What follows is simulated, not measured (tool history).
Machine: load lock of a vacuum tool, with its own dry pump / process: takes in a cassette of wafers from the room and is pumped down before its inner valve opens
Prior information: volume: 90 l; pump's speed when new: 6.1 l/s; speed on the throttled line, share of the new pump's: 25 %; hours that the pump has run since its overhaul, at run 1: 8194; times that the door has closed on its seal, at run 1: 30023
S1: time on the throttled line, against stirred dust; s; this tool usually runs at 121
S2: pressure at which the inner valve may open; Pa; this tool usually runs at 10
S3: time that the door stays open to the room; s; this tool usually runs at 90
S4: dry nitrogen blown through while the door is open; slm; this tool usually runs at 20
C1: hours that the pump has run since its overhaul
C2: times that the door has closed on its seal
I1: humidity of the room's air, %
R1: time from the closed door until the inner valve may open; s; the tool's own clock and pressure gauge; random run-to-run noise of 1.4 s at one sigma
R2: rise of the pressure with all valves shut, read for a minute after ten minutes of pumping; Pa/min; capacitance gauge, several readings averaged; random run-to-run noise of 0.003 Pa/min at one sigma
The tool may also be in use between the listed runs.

run    hour   S1  S2   S3  S4     C1     C2    I1     R1     R2
  1     0.0  121  10   90  20   8194  30023  42.6  235.8  0.302
  2   141.7  121  10   90  20   8336  30557  44.7  236.6  0.305
  3   312.0  121  10   90  20   8506  31197  43.6  237.2  0.321
  4   410.0  121  10  104  20   8604  31567  41.9  237.5  0.332
  5   604.3  121  10   90  36   8798  32298  46.6  240.0  0.331
  6   738.3  121   9   90  20   8932  32802  43.4  241.0  0.329
      888.7  -- door's seal changed, seat wiped
  7   948.1  121  10   90  28   9141    224  47.0  238.8  0.020
  8  1037.5  121  10   90  28   9230    560  42.1  239.0  0.022
  9  1236.6  121  10   90  28   9429   1309  45.0  236.4  0.025
 10  1387.0  121  10   90  28   9580   1876  43.3  239.4  0.025
 11  1546.3  121  10   90  29   9739   2475  47.1  240.3  0.028
 12  1644.0  121  10   90  29   9837   2843  47.9  241.0  0.031
 13  1849.6  121  10   90  29  10042   3616  44.9  238.6  0.037
 14  1980.9  164  10   35  20  10174   4111  42.8  268.4  0.025
 15  2085.1  121  10   90  18  10278   4502  46.5  240.7  0.043
 16  2276.9  197   9   42  28  10470   5224  46.3  294.8  0.037
 17  2446.3  197  19   42  28  10639   5862  45.9  285.7  0.033
 18  2545.7  197  16   42  28  10738   6236  46.4  286.2  0.037
 19  2673.6  137  16  133  28  10866   6717  44.9  244.8  0.056
 20  2777.9  137  16  133  28  10971   7110  48.9  243.7  0.056
 21  2920.4  121   9   90   9  11113   7646  44.9  241.4  0.063

Run 22, settings as shown, results not yet in. Your forecast:
 22  3059.1  121  10  32  20  11252  8168  42.6   ?   ?

R1: 243.4 s
R2: 0.044 Pa/min
Had the tool carried no hidden state, the very same run would have given R1 230.7 s, R2 0.009 Pa/min.
